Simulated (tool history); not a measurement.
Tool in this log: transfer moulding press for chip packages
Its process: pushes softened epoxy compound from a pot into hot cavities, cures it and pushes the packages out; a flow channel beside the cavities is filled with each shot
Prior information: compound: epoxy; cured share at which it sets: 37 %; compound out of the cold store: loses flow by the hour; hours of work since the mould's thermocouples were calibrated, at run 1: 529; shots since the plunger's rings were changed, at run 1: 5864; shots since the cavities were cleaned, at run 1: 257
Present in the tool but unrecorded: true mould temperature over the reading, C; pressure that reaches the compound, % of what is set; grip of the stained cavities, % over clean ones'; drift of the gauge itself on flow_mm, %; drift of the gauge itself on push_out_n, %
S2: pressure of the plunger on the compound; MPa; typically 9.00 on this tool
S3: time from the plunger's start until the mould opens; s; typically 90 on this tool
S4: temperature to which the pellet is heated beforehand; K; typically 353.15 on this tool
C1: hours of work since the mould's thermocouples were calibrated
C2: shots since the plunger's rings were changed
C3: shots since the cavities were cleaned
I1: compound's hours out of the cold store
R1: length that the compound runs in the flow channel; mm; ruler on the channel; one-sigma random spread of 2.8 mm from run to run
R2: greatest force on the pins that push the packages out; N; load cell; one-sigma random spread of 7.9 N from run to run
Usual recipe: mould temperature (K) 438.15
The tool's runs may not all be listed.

run 1 hour=0.0 | mould_temperature_(K)=438.15 S2=9.00 S3=90 S4=353.15 | C1=529 C2=5864 C3=257 | I1=23.0 | R1=484 R2=420
run 2 hour=15.3 | mould_temperature_(K)=438.15 S2=9.00 S3=90 S4=353.15 | C1=541 C2=6086 C3=479 | I1=27.2 | R1=479 R2=508
run 3 hour=28.1 | mould_temperature_(K)=438.15 S2=9.00 S3=90 S4=353.15 | C1=550 C2=6272 C3=665 | I1=46.8 | R1=455 R2=534
-- hour=37.7 plunger's sealing rings changed
run 4 hour=44.1 | mould_temperature_(K)=438.15 S2=9.00 S3=90 S4=353.15 | C1=560 C2=93 C3=862 | I1=32.7 | R1=511 R2=605
-- hour=54.0 cavities cleaned with cleaning compound and waxed
run 5 hour=54.0 | mould_temperature_(K)=438.15 S2=9.00 S3=90 S4=353.15 | C1=567 C2=215 C3=1 | I1=31.7 | R1=504 R2=337
run 6 hour=71.8 | mould_temperature_(K)=438.15 S2=9.00 S3=90 S4=353.15 | C1=580 C2=473 C3=259 | I1=22.0 | R1=519 R2=457
run 7 hour=81.4 | mould_temperature_(K)=438.15 S2=9.00 S3=90 S4=353.15 | C1=587 C2=613 C3=399 | I1=11.9 | R1=536 R2=505
run 8 hour=90.7 | mould_temperature_(K)=438.15 S2=9.00 S3=90 S4=353.15 | C1=594 C2=747 C3=533 | I1=25.2 | R1=509 R2=528
run 9 hour=107.2 | mould_temperature_(K)=438.15 S2=9.00 S3=90 S4=353.15 | C1=606 C2=987 C3=773 | I1=26.2 | R1=510 R2=566
-- hour=123.9 cavities cleaned with cleaning compound and waxed
run 10 hour=129.0 | mould_temperature_(K)=438.15 S2=9.00 S3=90 S4=353.15 | C1=622 C2=1283 C3=75 | I1=45.2 | R1=488 R2=378
run 11 hour=142.0 | mould_temperature_(K)=438.15 S2=9.00 S3=90 S4=353.15 | C1=631 C2=1472 C3=264 | I1=27.6 | R1=502 R2=467
run 12 hour=155.5 | mould_temperature_(K)=438.15 S2=9.00 S3=90 S4=353.15 | C1=642 C2=1668 C3=460 | I1=30.9 | R1=500 R2=517
run 13 hour=175.0 | mould_temperature_(K)=438.15 S2=8.96 S3=101 S4=353.15 | C1=656 C2=1951 C3=743 | I1=9.0 | R1=524 R2=515
-- hour=193.6 cavities cleaned with cleaning compound and waxed
run 14 hour=197.3 | mould_temperature_(K)=438.15 S2=10.85 S3=90 S4=361.15 | C1=672 C2=2254 C3=54 | I1=8.4 | R1=581 R2=381
run 15 hour=208.1 | mould_temperature_(K)=438.15 S2=9.00 S3=83 S4=353.15 | C1=680 C2=2411 C3=211 | I1=47.2 | R1=479 R2=477
run 16 hour=225.9 | mould_temperature_(K)=438.15 S2=8.94 S3=90 S4=349.15 | C1=693 C2=2670 C3=470 | I1=36.1 | R1=487 R2=521
run 17 hour=234.8 | mould_temperature_(K)=440.15 S2=9.00 S3=90 S4=353.15 | C1=700 C2=2800 C3=600 | I1=41.5 | R1=477 R2=495
run 18 hour=243.8 | mould_temperature_(K)=435.15 S2=9.00 S3=90 S4=356.15 | C1=707 C2=2930 C3=730 | I1=19.1 | R1=510 R2=668
-- hour=262.4 cavities cleaned with cleaning compound and waxed
run 19 hour=264.4 | mould_temperature_(K)=435.15 S2=9.00 S3=90 S4=356.15 | C1=721 C2=3208 C3=30 | I1=22.9 | R1=508 R2=419
run 20 hour=279.6 | mould_temperature_(K)=440.15 S2=7.00 S3=118 S4=346.15 | C1=732 C2=3429 C3=251 | I1=21.1 | R1=441 R2=369
run 21 hour=295.5 | mould_temperature_(K)=438.15 S2=9.00 S3=90 S4=352.15 | C1=744 C2=3660 C3=482 | I1=33.8 | R1=487 R2=541
run 22 hour=306.6 | mould_temperature_(K)=438.15 S2=9.64 S3=90 S4=350.15 | C1=753 C2=3821 C3=643 | I1=36.2 | R1=498 R2=562

Predict each of these 5 candidate next runs independently; none follows another, all start after run 22:
run A hour=324.1 | mould_temperature_(K)=437.15 S2=10.79 S3=105 S4=350.15 | C1=766 C2=4075 C3=897 | I1=29.2 | R1=? R2=?
run B hour=324.1 | mould_temperature_(K)=432.15 S2=9.00 S3=90 S4=353.15 | C1=766 C2=4075 C3=897 | I1=13.5 | R1=? R2=?
run C hour=324.1 | mould_temperature_(K)=438.15 S2=9.00 S3=124 S4=345.15 | C1=766 C2=4075 C3=897 | I1=18.5 | R1=? R2=?
run D hour=324.1 | mould_temperature_(K)=438.15 S2=8.64 S3=90 S4=350.15 | C1=766 C2=4075 C3=897 | I1=37.2 | R1=? R2=?
run E hour=324.1 | mould_temperature_(K)=441.15 S2=9.31 S3=105 S4=353.15 | C1=766 C2=4075 C3=897 | I1=33.4 | R1=? R2=?

run=A R1=536 R2=552
run=B R1=516 R2=873
run=C R1=505 R2=489
run=D R1=469 R2=611
run=E R1=488 R2=519
Had the tool no hidden state, the same runs would have come out as:
run=A R1=565 R2=308
run=B R1=544 R2=468
run=C R1=533 R2=276
run=D R1=495 R2=337
run=E R1=515 R2=293

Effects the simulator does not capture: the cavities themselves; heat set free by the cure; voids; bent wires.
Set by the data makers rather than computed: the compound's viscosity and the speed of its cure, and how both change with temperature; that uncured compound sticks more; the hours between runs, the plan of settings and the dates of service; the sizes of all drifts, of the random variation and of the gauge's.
